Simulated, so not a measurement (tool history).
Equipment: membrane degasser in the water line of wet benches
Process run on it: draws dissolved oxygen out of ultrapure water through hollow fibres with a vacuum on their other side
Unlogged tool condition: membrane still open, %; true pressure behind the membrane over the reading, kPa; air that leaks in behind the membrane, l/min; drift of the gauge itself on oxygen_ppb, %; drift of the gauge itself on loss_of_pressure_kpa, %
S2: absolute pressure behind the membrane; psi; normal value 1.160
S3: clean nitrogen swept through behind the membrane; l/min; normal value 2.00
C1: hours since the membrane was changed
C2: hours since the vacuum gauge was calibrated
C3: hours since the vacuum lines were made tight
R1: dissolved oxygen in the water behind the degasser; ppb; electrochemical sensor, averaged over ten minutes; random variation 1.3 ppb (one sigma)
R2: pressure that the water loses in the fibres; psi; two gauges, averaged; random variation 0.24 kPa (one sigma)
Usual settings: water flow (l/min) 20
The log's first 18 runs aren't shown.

{"run": 19, "hour": 641.1, "water flow (l/min)": 22, "S2": 1.16, "S3": 1.69, "C1": 2245, "C2": 3488, "C3": 4855, "R1": 192.9, "R2": 10.19}
{"run": 20, "hour": 684.4, "water flow (l/min)": 22, "S2": 1.16, "S3": 1.69, "C1": 2288, "C2": 3532, "C3": 4898, "R1": 194.7, "R2": 10.221}
{"run": 21, "hour": 711.1, "water flow (l/min)": 22, "S2": 1.16, "S3": 1.69, "C1": 2315, "C2": 3558, "C3": 4925, "R1": 193.6, "R2": 10.203}
{"run": 22, "hour": 745.2, "water flow (l/min)": 22, "S2": 1.16, "S3": 1.69, "C1": 2349, "C2": 3592, "C3": 4959, "R1": 195.0, "R2": 10.234}
{"run": 23, "hour": 770.3, "water flow (l/min)": 12, "S2": 1.533, "S3": 5.47, "C1": 2374, "C2": 3618, "C3": 4984, "R1": 46.3, "R2": 5.581}
{"run": 24, "hour": 816.8, "water flow (l/min)": 12, "S2": 1.533, "S3": 5.47, "C1": 2421, "C2": 3664, "C3": 5030, "R1": 45.9, "R2": 5.532}
{"run": 25, "hour": 842.7, "water flow (l/min)": 12, "S2": 1.533, "S3": 5.47, "C1": 2447, "C2": 3690, "C3": 5056, "R1": 45.9, "R2": 5.569}
{"run": 26, "hour": 884.7, "water flow (l/min)": 12, "S2": 1.533, "S3": 5.47, "C1": 2489, "C2": 3732, "C3": 5098, "R1": 45.3, "R2": 5.572}
{"run": 27, "hour": 925.8, "water flow (l/min)": 31, "S2": 2.054, "S3": 5.58, "C1": 2530, "C2": 3773, "C3": 5139, "R1": 292.9, "R2": 14.425}
{"run": 28, "hour": 948.5, "water flow (l/min)": 20, "S2": 1.762, "S3": 2.0, "C1": 2552, "C2": 3796, "C3": 5162, "R1": 243.5, "R2": 9.28}
{"run": 29, "hour": 982.7, "water flow (l/min)": 30, "S2": 1.762, "S3": 2.0, "C1": 2587, "C2": 3830, "C3": 5196, "R1": 441.7, "R2": 13.954}
{"run": 30, "hour": 1028.5, "water flow (l/min)": 18, "S2": 1.564, "S3": 3.61, "C1": 2632, "C2": 3876, "C3": 5242, "R1": 113.7, "R2": 8.366}
{"run": 31, "hour": 1078.9, "water flow (l/min)": 12, "S2": 1.16, "S3": 2.0, "C1": 2683, "C2": 3926, "C3": 5292, "R1": 80.8, "R2": 5.58}

What if the next run were any one of these 5? Each begins from the tool's condition after run 31:
{"run": "A", "hour": 1126.0, "water flow (l/min)": 12, "S2": 1.16, "S3": 2.49, "C1": 2730, "C2": 3973, "C3": 5339, "R1": "?", "R2": "?"}
{"run": "B", "hour": 1126.0, "water flow (l/min)": 23, "S2": 0.837, "S3": 1.52, "C1": 2730, "C2": 3973, "C3": 5339, "R1": "?", "R2": "?"}
{"run": "C", "hour": 1126.0, "water flow (l/min)": 20, "S2": 1.16, "S3": 1.36, "C1": 2730, "C2": 3973, "C3": 5339, "R1": "?", "R2": "?"}
{"run": "D", "hour": 1126.0, "water flow (l/min)": 12, "S2": 1.16, "S3": 2.05, "C1": 2730, "C2": 3973, "C3": 5339, "R1": "?", "R2": "?"}
{"run": "E", "hour": 1126.0, "water flow (l/min)": 12, "S2": 1.59, "S3": 1.85, "C1": 2730, "C2": 3973, "C3": 5339, "R1": "?", "R2": "?"}

run=A R1=65.1 R2=5.593
run=B R1=148.4 R2=10.691
run=C R1=205.1 R2=9.310
run=D R1=79.0 R2=5.606
run=E R1=135.6 R2=5.612
With the hidden condition removed and each run's random variation left untouched, the same runs would have given:
run=A R1=56.0 R2=5.408
run=B R1=123.6 R2=10.340
run=C R1=181.3 R2=9.005
run=D R1=68.2 R2=5.422
run=E R1=121.4 R2=5.429
